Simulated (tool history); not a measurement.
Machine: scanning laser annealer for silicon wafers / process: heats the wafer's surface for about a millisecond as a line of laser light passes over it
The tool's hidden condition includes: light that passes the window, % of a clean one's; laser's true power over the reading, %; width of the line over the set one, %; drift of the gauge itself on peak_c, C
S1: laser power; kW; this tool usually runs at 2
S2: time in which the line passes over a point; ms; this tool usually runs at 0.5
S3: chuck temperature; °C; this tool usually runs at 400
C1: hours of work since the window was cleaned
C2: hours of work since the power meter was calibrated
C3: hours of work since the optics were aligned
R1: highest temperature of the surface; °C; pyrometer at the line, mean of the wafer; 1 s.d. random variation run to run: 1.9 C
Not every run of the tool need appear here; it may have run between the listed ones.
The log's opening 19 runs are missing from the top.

{"run": 20, "hour": 1305.5, "S1": 2, "S2": 0.5, "S3": 388, "C1": 380, "C2": 892, "C3": 230, "R1": 1149}
{"run": 21, "hour": 1353.0, "S1": 2, "S2": 0.5, "S3": 412, "C1": 406, "C2": 918, "C3": 256, "R1": 1170}
{"run": 22, "hour": 1404.3, "S1": 2, "S2": 0.5, "S3": 412, "C1": 434, "C2": 946, "C3": 285, "R1": 1171}
{"run": 23, "hour": 1475.0, "S1": 2, "S2": 0.5, "S3": 389, "C1": 473, "C2": 986, "C3": 324, "R1": 1149}
{"run": 24, "hour": 1538.4, "S1": 1.986, "S2": 0.592, "S3": 376, "C1": 508, "C2": 1021, "C3": 359, "R1": 1198}
{"run": 25, "hour": 1600.7, "S1": 1.796, "S2": 0.416, "S3": 382, "C1": 543, "C2": 1055, "C3": 393, "R1": 980}
{"run": 26, "hour": 1657.1, "S1": 1.796, "S2": 0.416, "S3": 417, "C1": 574, "C2": 1086, "C3": 425, "R1": 1013}
{"hour": 1687.0, "done": "window over the wafer cleaned"}
{"run": 27, "hour": 1733.8, "S1": 1.97, "S2": 0.416, "S3": 402, "C1": 26, "C2": 1127, "C3": 466, "R1": 1088}
{"run": 28, "hour": 1786.4, "S1": 1.97, "S2": 0.416, "S3": 402, "C1": 55, "C2": 1157, "C3": 495, "R1": 1088}
{"run": 29, "hour": 1854.8, "S1": 1.759, "S2": 0.388, "S3": 400, "C1": 93, "C2": 1194, "C3": 533, "R1": 970}
{"run": 30, "hour": 1905.9, "S1": 2.086, "S2": 0.5, "S3": 391, "C1": 121, "C2": 1223, "C3": 561, "R1": 1203}
{"run": 31, "hour": 1972.3, "S1": 2, "S2": 0.5, "S3": 370, "C1": 158, "C2": 1259, "C3": 598, "R1": 1138}
{"run": 32, "hour": 2037.0, "S1": 2, "S2": 0.403, "S3": 400, "C1": 193, "C2": 1295, "C3": 633, "R1": 1083}
{"run": 33, "hour": 2106.6, "S1": 2, "S2": 0.403, "S3": 400, "C1": 232, "C2": 1334, "C3": 672, "R1": 1080}
{"run": 34, "hour": 2171.8, "S1": 2, "S2": 0.403, "S3": 400, "C1": 268, "C2": 1370, "C3": 708, "R1": 1079}
{"run": 35, "hour": 2219.3, "S1": 1.745, "S2": 0.5, "S3": 377, "C1": 294, "C2": 1396, "C3": 734, "R1": 1012}
{"run": 36, "hour": 2297.2, "S1": 2.054, "S2": 0.453, "S3": 373, "C1": 337, "C2": 1439, "C3": 777, "R1": 1115}
{"run": 37, "hour": 2365.8, "S1": 1.902, "S2": 0.454, "S3": 389, "C1": 375, "C2": 1477, "C3": 815, "R1": 1062}
{"run": 38, "hour": 2427.8, "S1": 1.902, "S2": 0.454, "S3": 389, "C1": 410, "C2": 1511, "C3": 850, "R1": 1061}
{"run": 39, "hour": 2514.1, "S1": 1.805, "S2": 0.591, "S3": 361, "C1": 457, "C2": 1559, "C3": 897, "R1": 1075}
{"run": 40, "hour": 2565.9, "S1": 1.892, "S2": 0.5, "S3": 428, "C1": 486, "C2": 1588, "C3": 926, "R1": 1126}

Below are 5 alternative next runs, each starting from the tool's condition after run 40. Predict each:
{"run": "A", "hour": 2610.8, "S1": 1.892, "S2": 0.588, "S3": 428, "C1": 511, "C2": 1612, "C3": 951, "R1": "?"}
{"run": "B", "hour": 2610.8, "S1": 1.892, "S2": 0.5, "S3": 433, "C1": 511, "C2": 1612, "C3": 951, "R1": "?"}
{"run": "C", "hour": 2610.8, "S1": 2.003, "S2": 0.5, "S3": 387, "C1": 511, "C2": 1612, "C3": 951, "R1": "?"}
{"run": "D", "hour": 2610.8, "S1": 1.959, "S2": 0.609, "S3": 380, "C1": 511, "C2": 1612, "C3": 951, "R1": "?"}
{"run": "E", "hour": 2610.8, "S1": 2, "S2": 0.431, "S3": 396, "C1": 511, "C2": 1612, "C3": 951, "R1": "?"}

run=A R1=1183
run=B R1=1132
run=C R1=1140
run=D R1=1187
run=E R1=1089
Stripped of hidden state, with their random variation kept, the same runs would have yielded:
run=A R1=1207
run=B R1=1154
run=C R1=1164
run=D R1=1213
run=E R1=1111
